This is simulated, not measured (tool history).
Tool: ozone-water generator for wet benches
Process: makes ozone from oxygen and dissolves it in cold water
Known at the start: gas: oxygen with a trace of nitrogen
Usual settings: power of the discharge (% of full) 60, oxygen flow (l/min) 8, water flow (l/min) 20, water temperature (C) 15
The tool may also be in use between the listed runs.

run,hour,power of the discharge (% of full),oxygen flow (l/min),water flow (l/min),water temperature (C),dissolved ozone (ppm),ozone in the gas ahead of the water (g/m3)
1,0,60,8,20,15,16.6,138.5
2,80.7,60,8,20,15,16.5,137.4
3,167.5,60,8,20,15,16.5,138.3
4,289.6,60,4.53,20,15,16.3,184.2
5,426.3,60,4.8,20,15,16.3,177.9
6,565.5,60,4.8,20,15,16.4,178.9
7,648.7,60,4.8,20,15,16.2,178.2
8,755,60,4.8,20,15,16.3,178.8
# hour 840.7: contactor cleaned
9,884.1,60,4.8,20,15,16.1,177.1
10,1011.6,63,8,20,15,17.2,140.4
11,1088.8,63,8,20,10,18.6,143.4
12,1196.8,63,8,20,10,18.6,142.1
13,1287.2,60,8,20,15,16.7,136.8
14,1446.7,60,8,20,15,16.5,136.3
15,1586.1,60,8,20,15,16.5,136.7
16,1666.2,60,8,20,15,16.6,137.1
# hour 1798.5: water thermometer calibrated
17,1847.6,60,8,20,15,16.5,136.4
18,1946.1,60,6.44,29,14,11.8,152.3
19,2108.3,60,13.7,20,15,15.7,102.9
20,2208.7,42,8,12,15,17.6,100.2
21,2303.9,42,8,12,15,17.3,99.8
22,2430.2,52,8,18,8,17.8,119.5
23,2586.9,60,4.12,30,15,10.6,189.6
24,2727.8,47,5.6,13,19,17.6,132.1
25,2850.6,76,12.42,17,19,19.7,132.5
26,2948.8,60,8,13,15,22.4,136.6
27,3048.9,93,5.92,19,11,26.6,231.7
28,3230.4,93,5.92,19,11,26.6,229.7
29,3336.7,93,5.92,19,11,26.7,229.3
30,3503.7,66,5.92,21,10,18.2,173.3
31,3624.3,49,5.92,21,21,12,131.9
32,3789,88,8,13,15,31.2,187.8

Forecast each of these 3 alternatives for the next run:
A,3884.6,60,9.83,15,9,?,?
B,3884.6,80,8,16,15,?,?
C,3884.6,41,6.11,13,23,?,?

run,dissolved ozone (ppm),ozone in the gas ahead of the water (g/m3)
A,22.4,121.9
B,24.9,173
C,14.6,111.3
Without the tool's hidden state the same runs would have given:
run,dissolved ozone (ppm),ozone in the gas ahead of the water (g/m3)
A,22.4,124.8
B,24.9,177.2
C,14.6,114
